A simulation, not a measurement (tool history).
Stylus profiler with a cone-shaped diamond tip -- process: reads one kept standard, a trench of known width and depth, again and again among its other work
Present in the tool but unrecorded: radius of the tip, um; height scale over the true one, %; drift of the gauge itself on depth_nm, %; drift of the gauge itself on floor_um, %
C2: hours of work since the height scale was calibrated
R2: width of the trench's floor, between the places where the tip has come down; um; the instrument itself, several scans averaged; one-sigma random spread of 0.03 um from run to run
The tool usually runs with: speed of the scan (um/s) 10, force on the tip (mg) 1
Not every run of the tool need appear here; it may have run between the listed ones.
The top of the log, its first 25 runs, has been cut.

run 26 hour=1662.1 | speed_of_the_scan_(um/s)=17 force_on_the_tip_(mg)=0.67 | scans_with_this_tip=14179 C2=272 | depth_of_the_trench_(nm)=201.1 R2=26.42
run 27 hour=1705 | speed_of_the_scan_(um/s)=10 force_on_the_tip_(mg)=1.06 | scans_with_this_tip=14317 C2=298 | depth_of_the_trench_(nm)=201.52 R2=26.49
run 28 hour=1746.6 | speed_of_the_scan_(um/s)=10 force_on_the_tip_(mg)=1.06 | scans_with_this_tip=14451 C2=323 | depth_of_the_trench_(nm)=201.5 R2=26.46
run 29 hour=1816.5 | speed_of_the_scan_(um/s)=10 force_on_the_tip_(mg)=1.06 | scans_with_this_tip=14677 C2=366 | depth_of_the_trench_(nm)=201.47 R2=26.46
run 30 hour=1867.9 | speed_of_the_scan_(um/s)=10 force_on_the_tip_(mg)=1.06 | scans_with_this_tip=14843 C2=397 | depth_of_the_trench_(nm)=201.45 R2=26.44
run 31 hour=1907.3 | speed_of_the_scan_(um/s)=21 force_on_the_tip_(mg)=0.62 | scans_with_this_tip=14970 C2=421 | depth_of_the_trench_(nm)=201.05 R2=26.41
run 32 hour=1989.7 | speed_of_the_scan_(um/s)=18 force_on_the_tip_(mg)=1.65 | scans_with_this_tip=15236 C2=471 | depth_of_the_trench_(nm)=202.08 R2=26.4
run 33 hour=2081.1 | speed_of_the_scan_(um/s)=8 force_on_the_tip_(mg)=0.95 | scans_with_this_tip=15531 C2=527 | depth_of_the_trench_(nm)=201.25 R2=26.45
run 34 hour=2141.2 | speed_of_the_scan_(um/s)=5 force_on_the_tip_(mg)=0.98 | scans_with_this_tip=15725 C2=563 | depth_of_the_trench_(nm)=201.33 R2=26.44
run 35 hour=2181.3 | speed_of_the_scan_(um/s)=10 force_on_the_tip_(mg)=2.68 | scans_with_this_tip=15855 C2=588 | depth_of_the_trench_(nm)=202.86 R2=26.5
run 36 hour=2228.4 | speed_of_the_scan_(um/s)=29 force_on_the_tip_(mg)=1.99 | scans_with_this_tip=16007 C2=616 | depth_of_the_trench_(nm)=202.36 R2=26.37
run 37 hour=2287.9 | speed_of_the_scan_(um/s)=3 force_on_the_tip_(mg)=0.48 | scans_with_this_tip=16199 C2=653 | depth_of_the_trench_(nm)=200.57 R2=26.39
run 38 hour=2382.4 | speed_of_the_scan_(um/s)=3 force_on_the_tip_(mg)=1.93 | scans_with_this_tip=16504 C2=710 | depth_of_the_trench_(nm)=202.21 R2=26.48
run 39 hour=2453.1 | speed_of_the_scan_(um/s)=3 force_on_the_tip_(mg)=1.93 | scans_with_this_tip=16732 C2=753 | depth_of_the_trench_(nm)=202.16 R2=26.48
run 40 hour=2542.1 | speed_of_the_scan_(um/s)=3 force_on_the_tip_(mg)=1.93 | scans_with_this_tip=17020 C2=807 | depth_of_the_trench_(nm)=202.21 R2=26.43
run 41 hour=2593.7 | speed_of_the_scan_(um/s)=15 force_on_the_tip_(mg)=0.65 | scans_with_this_tip=17186 C2=839 | depth_of_the_trench_(nm)=200.75 R2=26.37
run 42 hour=2676.2 | speed_of_the_scan_(um/s)=15 force_on_the_tip_(mg)=1.35 | scans_with_this_tip=17452 C2=889 | depth_of_the_trench_(nm)=201.52 R2=26.34

Below are 4 alternative next runs, each starting from the tool's condition after run 42. Predict each:
run A hour=2727.9 | speed_of_the_scan_(um/s)=2 force_on_the_tip_(mg)=0.45 | scans_with_this_tip=17619 C2=920 | depth_of_the_trench_(nm)=? R2=?
run B hour=2727.9 | speed_of_the_scan_(um/s)=38 force_on_the_tip_(mg)=1.95 | scans_with_this_tip=17619 C2=920 | depth_of_the_trench_(nm)=? R2=?
run C hour=2727.9 | speed_of_the_scan_(um/s)=26 force_on_the_tip_(mg)=1.63 | scans_with_this_tip=17619 C2=920 | depth_of_the_trench_(nm)=? R2=?
run D hour=2727.9 | speed_of_the_scan_(um/s)=15 force_on_the_tip_(mg)=1.42 | scans_with_this_tip=17619 C2=920 | depth_of_the_trench_(nm)=? R2=?

run=A depth_of_the_trench_(nm)=200.28 R2=26.41
run=B depth_of_the_trench_(nm)=201.96 R2=26.25
run=C depth_of_the_trench_(nm)=201.8 R2=26.28
run=D depth_of_the_trench_(nm)=201.54 R2=26.34
Take away the tool's hidden state, keep each run's random variation, and the runs would have read:
run=A depth_of_the_trench_(nm)=200.94 R2=27.2
run=B depth_of_the_trench_(nm)=202.63 R2=27.04
run=C depth_of_the_trench_(nm)=202.46 R2=27.07
run=D depth_of_the_trench_(nm)=202.21 R2=27.13
